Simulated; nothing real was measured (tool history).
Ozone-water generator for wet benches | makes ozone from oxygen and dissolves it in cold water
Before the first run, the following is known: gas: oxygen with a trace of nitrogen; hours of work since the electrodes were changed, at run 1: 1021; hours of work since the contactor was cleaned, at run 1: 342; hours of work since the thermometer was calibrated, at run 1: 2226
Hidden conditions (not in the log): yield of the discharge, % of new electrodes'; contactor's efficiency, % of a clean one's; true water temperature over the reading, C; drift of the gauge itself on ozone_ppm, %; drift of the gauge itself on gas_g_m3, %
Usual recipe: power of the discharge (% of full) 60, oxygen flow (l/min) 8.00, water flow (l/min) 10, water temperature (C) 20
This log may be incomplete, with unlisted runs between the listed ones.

| run | hour | power of the discharge (% of full) | oxygen flow (l/min) | water flow (l/min) | water temperature (C) | hours of work since the electrodes were changed | hours of work since the contactor was cleaned | hours of work since the thermometer was calibrated | dissolved ozone (ppm) | ozone in the gas ahead of the water (g/m3) |
|---|---|---|---|---|---|---|---|---|---|---|
| 1 | 0.0 | 60 | 8.00 | 10 | 20 | 1021 | 342 | 2226 | 38.7 | 219.4 |
| 2 | 30.5 | 60 | 8.00 | 10 | 20 | 1043 | 364 | 2248 | 38.3 | 218.9 |
| 3 | 55.1 | 60 | 8.00 | 10 | 15 | 1061 | 381 | 2266 | 43.1 | 220.1 |
| 4 | 85.1 | 60 | 8.00 | 10 | 15 | 1083 | 403 | 2287 | 43.4 | 218.6 |
| 5 | 116.7 | 60 | 8.00 | 10 | 15 | 1105 | 426 | 2310 | 42.8 | 218.9 |
| 6 | 134.0 | 60 | 8.00 | 10 | 20 | 1118 | 438 | 2323 | 38.7 | 219.4 |
| 7 | 153.5 | 60 | 8.00 | 10 | 20 | 1132 | 452 | 2337 | 38.5 | 219.4 |
| 8 | 182.6 | 60 | 8.00 | 10 | 20 | 1153 | 473 | 2358 | 38.6 | 218.8 |
| 9 | 200.5 | 60 | 8.00 | 10 | 20 | 1166 | 486 | 2370 | 38.5 | 219.0 |
| 10 | 237.3 | 60 | 8.00 | 10 | 14 | 1192 | 512 | 2397 | 44.4 | 219.6 |
| 11 | 255.0 | 60 | 8.00 | 10 | 14 | 1205 | 525 | 2410 | 44.5 | 218.5 |
| 12 | 284.7 | 60 | 8.00 | 10 | 14 | 1226 | 546 | 2431 | 44.2 | 218.1 |
| 13 | 316.1 | 60 | 8.00 | 9 | 14 | 1249 | 569 | 2453 | 46.6 | 219.5 |
| 14 | 347.7 | 60 | 8.00 | 10 | 26 | 1271 | 592 | 2476 | 33.5 | 220.7 |
| 15 | 371.8 | 60 | 8.00 | 10 | 20 | 1289 | 609 | 2493 | 38.3 | 219.7 |
| 16 | 406.6 | 60 | 8.00 | 10 | 20 | 1314 | 634 | 2518 | 39.2 | 219.1 |
| 17 | 436.9 | 88 | 8.00 | 10 | 20 | 1335 | 656 | 2540 | 54.0 | 306.0 |
| 18 | 472.5 | 42 | 4.96 | 10 | 20 | 1361 | 681 | 2566 | 29.0 | 192.0 |
| 19 | 496.1 | 60 | 5.19 | 8 | 20 | 1378 | 698 | 2583 | 45.1 | 260.5 |
| 20 | 515.2 | 87 | 13.25 | 7 | 25 | 1392 | 712 | 2597 | 48.9 | 251.3 |
| 21 | 547.4 | 94 | 9.84 | 15 | 24 | 1415 | 735 | 2620 | 40.6 | 297.3 |
| 22 | 582.5 | 91 | 8.00 | 10 | 20 | 1440 | 760 | 2645 | 55.3 | 316.6 |
| 23 | 619.3 | 60 | 8.00 | 6 | 20 | 1467 | 787 | 2671 | 47.9 | 217.3 |
| 24 | 641.6 | 60 | 8.00 | 6 | 13 | 1483 | 803 | 2687 | 58.2 | 220.4 |
| 25 | 671.7 | 60 | 8.00 | 10 | 14 | 1504 | 824 | 2709 | 45.0 | 218.2 |
| 26 | 698.3 | 86 | 13.69 | 9 | 19 | 1523 | 844 | 2728 | 52.0 | 244.6 |
| 27 | 714.5 | 80 | 12.77 | 10 | 16 | 1535 | 855 | 2740 | 51.2 | 235.9 |
| 28 | 730.3 | 80 | 8.23 | 7 | 16 | 1546 | 867 | 2751 | 64.2 | 274.3 |
| 29 | 756.1 | 80 | 8.23 | 7 | 16 | 1565 | 885 | 2770 | 63.9 | 280.3 |

Predict the results of run 30:
| 30 | 785.1 | 57 | 7.55 | 16 | 20 | 1586 | 906 | 2790 | ? | ? |

{"run 30": {"dissolved ozone (ppm)": 27.8, "ozone in the gas ahead of the water (g/m3)": 213.3}}
Minus the tool's unlogged condition, the same run would have read dissolved ozone (ppm) 27.9, ozone in the gas ahead of the water (g/m3) 213.3.

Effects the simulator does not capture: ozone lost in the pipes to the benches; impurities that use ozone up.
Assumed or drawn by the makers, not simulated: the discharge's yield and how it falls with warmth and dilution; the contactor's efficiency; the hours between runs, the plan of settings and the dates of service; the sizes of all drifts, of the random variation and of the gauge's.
